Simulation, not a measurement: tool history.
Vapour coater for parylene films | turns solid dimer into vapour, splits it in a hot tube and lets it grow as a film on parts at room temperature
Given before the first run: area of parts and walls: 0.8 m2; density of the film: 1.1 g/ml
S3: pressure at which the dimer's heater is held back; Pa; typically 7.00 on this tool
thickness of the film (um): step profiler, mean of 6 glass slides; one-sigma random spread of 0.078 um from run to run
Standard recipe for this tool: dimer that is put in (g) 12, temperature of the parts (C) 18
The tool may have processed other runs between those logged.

Run 1, hour 0.0: usual settings. Result: thickness of the film (um) 9.39.
Run 2, hour 13.0: usual settings. Result: thickness of the film (um) 9.41.
Run 3, hour 24.0: usual settings but temperature of the parts (C) 13. Result: thickness of the film (um) 11.02.
Run 4, hour 40.4: usual settings. Result: thickness of the film (um) 9.31.
Run 5, hour 51.2: usual settings. Result: thickness of the film (um) 9.08.
Run 6, hour 65.0: usual settings. Result: thickness of the film (um) 9.24.
Run 7, hour 76.2: usual settings but temperature of the parts (C) 15. Result: thickness of the film (um) 10.10.
Run 8, hour 86.6: usual settings but temperature of the parts (C) 15. Result: thickness of the film (um) 10.23.
Run 9, hour 94.6: usual settings but temperature of the parts (C) 15. Result: thickness of the film (um) 10.08.
Run 10, hour 111.4: usual settings but temperature of the parts (C) 15. Result: thickness of the film (um) 10.16.
Run 11, hour 119.0: usual settings but temperature of the parts (C) 15. Result: thickness of the film (um) 9.98.
Run 12, hour 131.1: usual settings but temperature of the parts (C) 15. Result: thickness of the film (um) 10.03.
Run 13, hour 140.6: usual settings but temperature of the parts (C) 15. Result: thickness of the film (um) 9.94.
Run 14, hour 152.2: usual settings. Result: thickness of the film (um) 9.18.
Run 15, hour 161.2: usual settings. Result: thickness of the film (um) 9.02.
Run 16, hour 171.3: usual settings but S3 2.35 Pa. Result: thickness of the film (um) 11.10.
Run 17, hour 187.6: usual settings but temperature of the parts (C) 14, S3 2.35 Pa. Result: thickness of the film (um) 12.45.
Run 18, hour 195.2: usual settings but dimer that is put in (g) 8, temperature of the parts (C) 13, S3 4.01 Pa. Result: thickness of the film (um) 7.76.
Run 19, hour 210.2: usual settings but temperature of the parts (C) 11, S3 2.13 Pa. Result: thickness of the film (um) 12.77.
Run 20, hour 221.7: usual settings but temperature of the parts (C) 20, S3 4.60 Pa. Result: thickness of the film (um) 8.99.
Run 21, hour 230.9: usual settings but dimer that is put in (g) 5, temperature of the parts (C) 17. Result: thickness of the film (um) 3.85.
Run 22, hour 247.6: usual settings but dimer that is put in (g) 10, temperature of the parts (C) 11, S3 2.53 Pa. Result: thickness of the film (um) 10.41.
Run 23, hour 261.1: usual settings but dimer that is put in (g) 9, temperature of the parts (C) 25, S3 3.83 Pa. Result: thickness of the film (um) 5.96.
Run 24, hour 271.3: usual settings but dimer that is put in (g) 9, temperature of the parts (C) 25, S3 3.83 Pa. Result: thickness of the film (um) 5.90.
Run 25, hour 284.1: usual settings but S3 3.64 Pa. Result: thickness of the film (um) 9.88.
Run 26, hour 292.7: usual settings but S3 3.64 Pa. Result: thickness of the film (um) 9.84.
Run 27, hour 304.2: usual settings but temperature of the parts (C) 14, S3 2.92 Pa. Result: thickness of the film (um) 11.66.
Run 28, hour 315.7: usual settings but dimer that is put in (g) 6, S3 6.20 Pa. Result: thickness of the film (um) 4.53.
Run 29, hour 326.1: usual settings but temperature of the parts (C) 20. Result: thickness of the film (um) 8.11.
Run 30, hour 338.3: usual settings but dimer that is put in (g) 10, S3 2.21 Pa. Result: thickness of the film (um) 9.05.
Run 31, hour 348.7: usual settings but dimer that is put in (g) 8, temperature of the parts (C) 16, S3 2.16 Pa. Result: thickness of the film (um) 7.66.
Run 32, hour 366.4: usual settings but temperature of the parts (C) 28, S3 3.52 Pa. Result: thickness of the film (um) 7.00.

Branching from run 32: 3 alternative next runs. What would each branch give?
Run A, hour 376.6: usual settings but dimer that is put in (g) 20, temperature of the parts (C) 21, S3 5.13 Pa. Result: thickness of the film (um) ?.
Run B, hour 376.6: usual settings but temperature of the parts (C) 12, S3 4.18 Pa. Result: thickness of the film (um) ?.
Run C, hour 376.6: usual settings but dimer that is put in (g) 8, temperature of the parts (C) 11. Result: thickness of the film (um) ?.

run  thickness of the film (um)
  A                       13.85
  B                       11.47
  C                        7.13
Stripped of hidden state, with their random variation kept, the same runs would have yielded:
run  thickness of the film (um)
  A                       15.21
  B                       12.60
  C                        7.84
